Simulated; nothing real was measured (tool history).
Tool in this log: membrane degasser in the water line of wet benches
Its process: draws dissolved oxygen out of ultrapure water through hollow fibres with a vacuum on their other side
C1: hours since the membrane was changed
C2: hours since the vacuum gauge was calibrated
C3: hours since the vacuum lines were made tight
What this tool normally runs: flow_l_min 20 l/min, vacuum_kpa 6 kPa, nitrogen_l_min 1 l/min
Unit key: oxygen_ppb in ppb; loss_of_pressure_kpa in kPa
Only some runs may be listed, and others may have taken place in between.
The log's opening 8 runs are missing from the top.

run 9 hour=419 | flow_l_min=20 vacuum_kpa=7.55 nitrogen_l_min=1 | C1=3553 C2=3417 C3=7967 | oxygen_ppb=192.1 loss_of_pressure_kpa=63.39
-- hour=448.5 seals of the vacuum lines changed
run 10 hour=454.8 | flow_l_min=20 vacuum_kpa=7.55 nitrogen_l_min=1 | C1=3587 C2=3451 C3=6 | oxygen_ppb=187.5 loss_of_pressure_kpa=63.34
run 11 hour=497.6 | flow_l_min=20 vacuum_kpa=6 nitrogen_l_min=1.25 | C1=3629 C2=3494 C3=49 | oxygen_ppb=101.5 loss_of_pressure_kpa=63.63
run 12 hour=561.7 | flow_l_min=18 vacuum_kpa=6 nitrogen_l_min=1 | C1=3694 C2=3558 C3=113 | oxygen_ppb=113.9 loss_of_pressure_kpa=57.27
run 13 hour=617.4 | flow_l_min=20 vacuum_kpa=6 nitrogen_l_min=0.97 | C1=3749 C2=3614 C3=169 | oxygen_ppb=128.2 loss_of_pressure_kpa=63.06
run 14 hour=687.9 | flow_l_min=20 vacuum_kpa=6 nitrogen_l_min=1 | C1=3820 C2=3684 C3=239 | oxygen_ppb=127.5 loss_of_pressure_kpa=63.35
run 15 hour=733.3 | flow_l_min=20 vacuum_kpa=6 nitrogen_l_min=1 | C1=3865 C2=3730 C3=285 | oxygen_ppb=127.2 loss_of_pressure_kpa=63.4
run 16 hour=798 | flow_l_min=20 vacuum_kpa=6 nitrogen_l_min=1 | C1=3930 C2=3794 C3=349 | oxygen_ppb=125.4 loss_of_pressure_kpa=63.22
run 17 hour=852.6 | flow_l_min=32 vacuum_kpa=4.32 nitrogen_l_min=0.72 | C1=3984 C2=3849 C3=404 | oxygen_ppb=115.8 loss_of_pressure_kpa=101.88
run 18 hour=905.1 | flow_l_min=21 vacuum_kpa=14.13 nitrogen_l_min=0.52 | C1=4037 C2=3902 C3=457 | oxygen_ppb=808.9 loss_of_pressure_kpa=66.88
run 19 hour=951.1 | flow_l_min=21 vacuum_kpa=14.13 nitrogen_l_min=0.52 | C1=4083 C2=3948 C3=503 | oxygen_ppb=813.8 loss_of_pressure_kpa=66.77
run 20 hour=1028 | flow_l_min=20 vacuum_kpa=10.95 nitrogen_l_min=1 | C1=4160 C2=4024 C3=580 | oxygen_ppb=334 loss_of_pressure_kpa=64.03
run 21 hour=1105.6 | flow_l_min=20 vacuum_kpa=10.95 nitrogen_l_min=1 | C1=4237 C2=4102 C3=657 | oxygen_ppb=333.4 loss_of_pressure_kpa=64.33
run 22 hour=1151.3 | flow_l_min=20 vacuum_kpa=10.95 nitrogen_l_min=1 | C1=4283 C2=4148 C3=703 | oxygen_ppb=330.4 loss_of_pressure_kpa=63.62
run 23 hour=1183.7 | flow_l_min=25 vacuum_kpa=5.51 nitrogen_l_min=0.51 | C1=4316 C2=4180 C3=735 | oxygen_ppb=217.6 loss_of_pressure_kpa=80.41
run 24 hour=1263 | flow_l_min=25 vacuum_kpa=4.37 nitrogen_l_min=2.94 | C1=4395 C2=4259 C3=814 | oxygen_ppb=29.2 loss_of_pressure_kpa=79.82
run 25 hour=1342.2 | flow_l_min=25 vacuum_kpa=8 nitrogen_l_min=2.94 | C1=4474 C2=4339 C3=894 | oxygen_ppb=102.5 loss_of_pressure_kpa=79.62
run 26 hour=1419.8 | flow_l_min=22 vacuum_kpa=4.18 nitrogen_l_min=1.02 | C1=4552 C2=4416 C3=971 | oxygen_ppb=49.8 loss_of_pressure_kpa=70.48
run 27 hour=1491.8 | flow_l_min=22 vacuum_kpa=7.25 nitrogen_l_min=1.02 | C1=4624 C2=4488 C3=1043 | oxygen_ppb=194.7 loss_of_pressure_kpa=70.62
run 28 hour=1532.8 | flow_l_min=20 vacuum_kpa=4.55 nitrogen_l_min=0.53 | C1=4665 C2=4529 C3=1084 | oxygen_ppb=105.2 loss_of_pressure_kpa=64.42
run 29 hour=1570.5 | flow_l_min=20 vacuum_kpa=4.55 nitrogen_l_min=0.53 | C1=4702 C2=4567 C3=1122 | oxygen_ppb=104.2 loss_of_pressure_kpa=64.47
run 30 hour=1603.9 | flow_l_min=20 vacuum_kpa=4.55 nitrogen_l_min=0.53 | C1=4736 C2=4600 C3=1155 | oxygen_ppb=102.6 loss_of_pressure_kpa=64.57
run 31 hour=1640.5 | flow_l_min=20 vacuum_kpa=4.06 nitrogen_l_min=0.75 | C1=4772 C2=4637 C3=1192 | oxygen_ppb=50.3 loss_of_pressure_kpa=63.84

4 ways to go on from here, each from the tool as it stands after run 31. What would each give?
run A hour=1703.7 | flow_l_min=20 vacuum_kpa=6 nitrogen_l_min=0.77 | C1=4836 C2=4700 C3=1255 | oxygen_ppb=? loss_of_pressure_kpa=?
run B hour=1703.7 | flow_l_min=31 vacuum_kpa=5.33 nitrogen_l_min=1.78 | C1=4836 C2=4700 C3=1255 | oxygen_ppb=? loss_of_pressure_kpa=?
run C hour=1703.7 | flow_l_min=13 vacuum_kpa=6 nitrogen_l_min=1 | C1=4836 C2=4700 C3=1255 | oxygen_ppb=? loss_of_pressure_kpa=?
run D hour=1703.7 | flow_l_min=31 vacuum_kpa=6 nitrogen_l_min=1 | C1=4836 C2=4700 C3=1255 | oxygen_ppb=? loss_of_pressure_kpa=?

run=A oxygen_ppb=157.5 loss_of_pressure_kpa=63.92
run=B oxygen_ppb=99.2 loss_of_pressure_kpa=99.6
run=C oxygen_ppb=84.4 loss_of_pressure_kpa=41.97
run=D oxygen_ppb=200.5 loss_of_pressure_kpa=99.38
What these runs would have given with no unlogged condition in the tool:
run=A oxygen_ppb=157.3 loss_of_pressure_kpa=62.69
run=B oxygen_ppb=99.1 loss_of_pressure_kpa=97.69
run=C oxygen_ppb=84.3 loss_of_pressure_kpa=41.17
run=D oxygen_ppb=200.3 loss_of_pressure_kpa=97.48

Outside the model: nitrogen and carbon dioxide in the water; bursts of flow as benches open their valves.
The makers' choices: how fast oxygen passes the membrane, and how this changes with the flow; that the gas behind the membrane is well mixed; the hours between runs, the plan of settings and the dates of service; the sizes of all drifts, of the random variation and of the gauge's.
